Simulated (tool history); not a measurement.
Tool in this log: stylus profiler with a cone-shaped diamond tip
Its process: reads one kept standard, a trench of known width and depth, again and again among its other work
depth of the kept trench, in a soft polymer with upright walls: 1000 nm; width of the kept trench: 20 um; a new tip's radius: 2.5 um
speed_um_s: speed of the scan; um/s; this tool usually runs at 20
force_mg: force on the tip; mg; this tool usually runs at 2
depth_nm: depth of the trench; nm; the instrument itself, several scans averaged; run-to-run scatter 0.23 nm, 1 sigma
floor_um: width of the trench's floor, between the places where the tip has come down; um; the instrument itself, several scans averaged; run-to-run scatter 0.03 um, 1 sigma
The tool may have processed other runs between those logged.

{"run": 1, "hour": 0.0, "speed_um_s": 20, "force_mg": 2, "depth_nm": 1011.93, "floor_um": 15.46}
{"run": 2, "hour": 121.1, "speed_um_s": 20, "force_mg": 2, "depth_nm": 1011.58, "floor_um": 15.35}
{"run": 3, "hour": 215.1, "speed_um_s": 20, "force_mg": 2, "depth_nm": 1011.28, "floor_um": 15.2}
{"run": 4, "hour": 327.7, "speed_um_s": 20, "force_mg": 2, "depth_nm": 1011.54, "floor_um": 15.1}
{"run": 5, "hour": 390.2, "speed_um_s": 20, "force_mg": 2, "depth_nm": 1011.1, "floor_um": 14.97}
{"run": 6, "hour": 457.6, "speed_um_s": 18, "force_mg": 2, "depth_nm": 1011.06, "floor_um": 14.92}
{"run": 7, "hour": 527.8, "speed_um_s": 18, "force_mg": 2, "depth_nm": 1010.85, "floor_um": 14.87}
{"run": 8, "hour": 595.5, "speed_um_s": 18, "force_mg": 0.77, "depth_nm": 1004.58, "floor_um": 14.66}
{"run": 9, "hour": 669.8, "speed_um_s": 20, "force_mg": 3.15, "depth_nm": 1015.33, "floor_um": 14.64}
{"run": 10, "hour": 771.7, "speed_um_s": 20, "force_mg": 2, "depth_nm": 1010.32, "floor_um": 14.5}
{"run": 11, "hour": 856.6, "speed_um_s": 20, "force_mg": 2, "depth_nm": 1010.17, "floor_um": 14.47}
{"run": 12, "hour": 917.0, "speed_um_s": 20, "force_mg": 1.28, "depth_nm": 1006.64, "floor_um": 14.35}
{"run": 13, "hour": 987.9, "speed_um_s": 20, "force_mg": 1.86, "depth_nm": 1009.47, "floor_um": 14.36}
{"run": 14, "hour": 1099.3, "speed_um_s": 20, "force_mg": 1.86, "depth_nm": 1008.87, "floor_um": 14.12}
{"run": 15, "hour": 1217.8, "speed_um_s": 17, "force_mg": 2, "depth_nm": 1009.27, "floor_um": 13.98}
{"run": 16, "hour": 1304.3, "speed_um_s": 17, "force_mg": 2, "depth_nm": 1009.62, "floor_um": 13.97}
{"run": 17, "hour": 1418.0, "speed_um_s": 17, "force_mg": 2, "depth_nm": 1008.55, "floor_um": 13.88}
{"run": 18, "hour": 1488.0, "speed_um_s": 37, "force_mg": 2, "depth_nm": 1008.43, "floor_um": 13.72}
{"run": 19, "hour": 1547.4, "speed_um_s": 37, "force_mg": 2, "depth_nm": 1008.68, "floor_um": 13.64}
{"run": 20, "hour": 1601.2, "speed_um_s": 37, "force_mg": 2, "depth_nm": 1008.29, "floor_um": 13.56}
{"run": 21, "hour": 1708.1, "speed_um_s": 20, "force_mg": 3.46, "depth_nm": 1014.19, "floor_um": 13.57}
{"run": 22, "hour": 1813.3, "speed_um_s": 20, "force_mg": 2, "depth_nm": 1008.18, "floor_um": 13.45}
{"run": 23, "hour": 1895.3, "speed_um_s": 20, "force_mg": 2, "depth_nm": 1007.73, "floor_um": 13.39}
{"run": 24, "hour": 1956.4, "speed_um_s": 20, "force_mg": 2, "depth_nm": 1007.17, "floor_um": 13.34}
{"run": 25, "hour": 2078.6, "speed_um_s": 20, "force_mg": 3.06, "depth_nm": 1010.96, "floor_um": 13.22}
{"run": 26, "hour": 2190.9, "speed_um_s": 20, "force_mg": 3.06, "depth_nm": 1011.04, "floor_um": 13.15}
{"run": 27, "hour": 2278.9, "speed_um_s": 27, "force_mg": 2.38, "depth_nm": 1008.63, "floor_um": 13}
{"run": 28, "hour": 2391.6, "speed_um_s": 14, "force_mg": 5.92, "depth_nm": 1020.13, "floor_um": 13}
{"hour": 2461.1, "done": "height scale calibrated on a step standard"}
{"run": 29, "hour": 2477.3, "speed_um_s": 34, "force_mg": 3.16, "depth_nm": 1007.79, "floor_um": 12.82}
{"run": 30, "hour": 2583.1, "speed_um_s": 34, "force_mg": 3.16, "depth_nm": 1007.18, "floor_um": 12.75}
{"run": 31, "hour": 2639.3, "speed_um_s": 34, "force_mg": 2.19, "depth_nm": 1003.11, "floor_um": 12.61}
{"run": 32, "hour": 2746.9, "speed_um_s": 34, "force_mg": 2.19, "depth_nm": 1003.04, "floor_um": 12.58}
{"run": 33, "hour": 2837.6, "speed_um_s": 34, "force_mg": 2.19, "depth_nm": 1002.81, "floor_um": 12.53}
{"run": 34, "hour": 2957.4, "speed_um_s": 20, "force_mg": 3.45, "depth_nm": 1007.15, "floor_um": 12.49}
{"run": 35, "hour": 3065.2, "speed_um_s": 20, "force_mg": 3.45, "depth_nm": 1007.41, "floor_um": 12.43}
{"run": 36, "hour": 3126.3, "speed_um_s": 53, "force_mg": 3.3, "depth_nm": 1006.99, "floor_um": 12.24}
{"hour": 3184.6, "done": "height scale calibrated on a step standard, once more"}
{"run": 37, "hour": 3205.6, "speed_um_s": 29, "force_mg": 1.26, "depth_nm": 1008.94, "floor_um": 12.19}
{"run": 38, "hour": 3303.0, "speed_um_s": 29, "force_mg": 1.26, "depth_nm": 1008.8, "floor_um": 12.14}
{"hour": 3324.2, "done": "new tip fitted, height scale calibrated"}
{"run": 39, "hour": 3357.0, "speed_um_s": 35, "force_mg": 1.36, "depth_nm": 1010.68, "floor_um": 15.72}
{"run": 40, "hour": 3476.9, "speed_um_s": 35, "force_mg": 1.36, "depth_nm": 1010.26, "floor_um": 15.53}
{"run": 41, "hour": 3551.7, "speed_um_s": 35, "force_mg": 1.36, "depth_nm": 1009.82, "floor_um": 15.44}
{"run": 42, "hour": 3655.6, "speed_um_s": 57, "force_mg": 1.36, "depth_nm": 1009.53, "floor_um": 15.07}
{"run": 43, "hour": 3770.4, "speed_um_s": 10, "force_mg": 0.73, "depth_nm": 1006.16, "floor_um": 15.21}
{"run": 44, "hour": 3865.6, "speed_um_s": 8, "force_mg": 4.74, "depth_nm": 1021.47, "floor_um": 15.15}
{"run": 45, "hour": 3984.7, "speed_um_s": 20, "force_mg": 4.08, "depth_nm": 1019.11, "floor_um": 14.99}
{"run": 46, "hour": 4047.0, "speed_um_s": 31, "force_mg": 0.97, "depth_nm": 1006.9, "floor_um": 14.69}

Each row is a separate what-if for the run after 46, all from the same tool condition, not one after another. Results?
{"run": "A", "hour": 4162.3, "speed_um_s": 19, "force_mg": 0.97, "depth_nm": "?", "floor_um": "?"}
{"run": "B", "hour": 4162.3, "speed_um_s": 8, "force_mg": 0.97, "depth_nm": "?", "floor_um": "?"}
{"run": "C", "hour": 4162.3, "speed_um_s": 6, "force_mg": 5.56, "depth_nm": "?", "floor_um": "?"}
{"run": "D", "hour": 4162.3, "speed_um_s": 17, "force_mg": 0.85, "depth_nm": "?", "floor_um": "?"}

run=A depth_nm=1006.49 floor_um=14.7
run=B depth_nm=1006.33 floor_um=14.77
run=C depth_nm=1023.46 floor_um=14.83
run=D depth_nm=1005.81 floor_um=14.69
Take away the tool's hidden state, keep each run's random variation, and the runs would have read:
run=A depth_nm=1007.83 floor_um=15.85
run=B depth_nm=1007.67 floor_um=15.92
run=C depth_nm=1024.83 floor_um=15.98
run=D depth_nm=1007.15 floor_um=15.85
